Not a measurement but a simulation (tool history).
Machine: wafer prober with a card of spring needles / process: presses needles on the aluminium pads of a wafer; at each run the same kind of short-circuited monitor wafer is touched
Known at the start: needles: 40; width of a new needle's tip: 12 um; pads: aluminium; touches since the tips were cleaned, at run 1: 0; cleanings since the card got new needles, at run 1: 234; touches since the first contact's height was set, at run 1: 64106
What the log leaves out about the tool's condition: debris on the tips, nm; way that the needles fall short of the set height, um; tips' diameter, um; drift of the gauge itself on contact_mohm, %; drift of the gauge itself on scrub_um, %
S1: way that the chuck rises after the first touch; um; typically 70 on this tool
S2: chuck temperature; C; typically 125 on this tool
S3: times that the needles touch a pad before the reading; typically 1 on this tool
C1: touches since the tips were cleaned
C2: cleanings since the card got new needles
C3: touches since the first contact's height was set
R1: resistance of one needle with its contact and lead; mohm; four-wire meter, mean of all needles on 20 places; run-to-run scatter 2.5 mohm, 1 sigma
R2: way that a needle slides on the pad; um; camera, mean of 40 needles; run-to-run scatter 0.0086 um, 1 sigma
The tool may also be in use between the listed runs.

run 1 hour=0 | S1=70 S2=125 S3=1 | C1=0 C2=234 C3=64106 | R1=284 R2=10.049
-- hour=14.2 tips cleaned on abrasive film
-- hour=14.5 height of the first contact set anew
-- hour=28.7 tips cleaned on abrasive film
run 2 hour=36.2 | S1=70 S2=125 S3=1 | C1=4828 C2=236 C3=13897 | R1=282 R2=10.046
-- hour=41.9 tips cleaned on abrasive film
-- hour=53.3 tips cleaned on abrasive film
-- hour=67.5 tips cleaned on abrasive film
run 3 hour=69.3 | S1=70 S2=125 S3=1 | C1=1171 C2=239 C3=35019 | R1=287 R2=10.025
-- hour=80.7 tips cleaned on abrasive film
-- hour=94.9 tips cleaned on abrasive film
-- hour=109.1 tips cleaned on abrasive film
-- hour=120.5 tips cleaned on abrasive film
-- hour=129.3 height of the first contact set anew
-- hour=135 tips cleaned on abrasive film
run 4 hour=135.4 | S1=70 S2=55 S3=1 | C1=261 C2=244 C3=3888 | R1=263 R2=10.021
-- hour=146.8 tips cleaned on abrasive film
-- hour=158.2 tips cleaned on abrasive film
-- hour=169.6 tips cleaned on abrasive film
-- hour=183.8 tips cleaned on abrasive film
-- hour=198 tips cleaned on abrasive film
run 5 hour=201.9 | S1=70 S2=55 S3=1 | C1=2513 C2=249 C3=46302 | R1=265 R2=10.018
-- hour=210.4 tips cleaned on abrasive film
-- hour=221.8 tips cleaned on abrasive film
-- hour=236 tips cleaned on abrasive film
-- hour=243.8 height of the first contact set anew
run 6 hour=243.8 | S1=70 S2=55 S3=1 | C1=4832 C2=252 C3=0 | R1=261 R2=10.005
-- hour=249.6 tips cleaned on abrasive film
-- hour=263.8 tips cleaned on abrasive film
-- hour=278 tips cleaned on abrasive film
-- hour=292.2 tips cleaned on abrasive film
-- hour=303.5 tips cleaned on abrasive film
-- hour=315.7 tips cleaned on abrasive film
run 7 hour=315.7 | S1=60 S2=43 S3=2 | C1=0 C2=258 C3=45835 | R1=263 R2=8.567
-- hour=329.9 tips cleaned on abrasive film
-- hour=341.3 tips cleaned on abrasive film
-- hour=355.5 tips cleaned on abrasive film
-- hour=358.6 height of the first contact set anew
-- hour=367.1 tips cleaned on abrasive film
-- hour=381.3 tips cleaned on abrasive film
-- hour=392.9 tips cleaned on abrasive film
run 8 hour=392.9 | S1=51 S2=92 S3=2 | C1=0 C2=264 C3=21880 | R1=278 R2=7.293
-- hour=404.3 tips cleaned on abrasive film
-- hour=415.7 tips cleaned on abrasive film
-- hour=429.9 tips cleaned on abrasive film
-- hour=441.2 tips cleaned on abrasive film
run 9 hour=451 | S1=51 S2=92 S3=2 | C1=6284 C2=268 C3=59005 | R1=275 R2=7.285
-- hour=453.9 tips cleaned on abrasive film
-- hour=468.1 tips cleaned on abrasive film
-- hour=474.1 height of the first contact set anew
-- hour=479.8 tips cleaned on abrasive film
-- hour=494 tips cleaned on abrasive film
run 10 hour=502.4 | S1=70 S2=125 S3=1 | C1=5379 C2=272 C3=18075 | R1=287 R2=9.966
-- hour=508.1 tips cleaned on abrasive film
-- hour=519.5 tips cleaned on abrasive film
-- hour=533.7 tips cleaned on abrasive film
run 11 hour=537.9 | S1=68 S2=88 S3=2 | C1=2723 C2=275 C3=40750 | R1=272 R2=9.679
-- hour=546.5 tips cleaned on abrasive film
-- hour=557.9 tips cleaned on abrasive film
-- hour=572.1 tips cleaned on abrasive film
-- hour=586.3 tips cleaned on abrasive film
-- hour=589.4 height of the first contact set anew
run 12 hour=597.8 | S1=68 S2=88 S3=2 | C1=7215 C2=279 C3=5402 | R1=279 R2=9.683

Measured less the same run without the tool's hidden state. The same run-to-run variation is in both; the gauge's scatter may not be:
run=1 R2=-0.001
run=2 R2=-0.005
run=3 R2=-0.01
run=4 R2=-0.017
run=5 R2=-0.026
run=6 R2=-0.031
run=7 R2=-0.034
run=8 R2=-0.036
run=9 R2=-0.042
run=10 R2=-0.064
run=11 R2=-0.066
run=12 R2=-0.074
R1: differs from the measured result by no more than 1 mohm in any run.

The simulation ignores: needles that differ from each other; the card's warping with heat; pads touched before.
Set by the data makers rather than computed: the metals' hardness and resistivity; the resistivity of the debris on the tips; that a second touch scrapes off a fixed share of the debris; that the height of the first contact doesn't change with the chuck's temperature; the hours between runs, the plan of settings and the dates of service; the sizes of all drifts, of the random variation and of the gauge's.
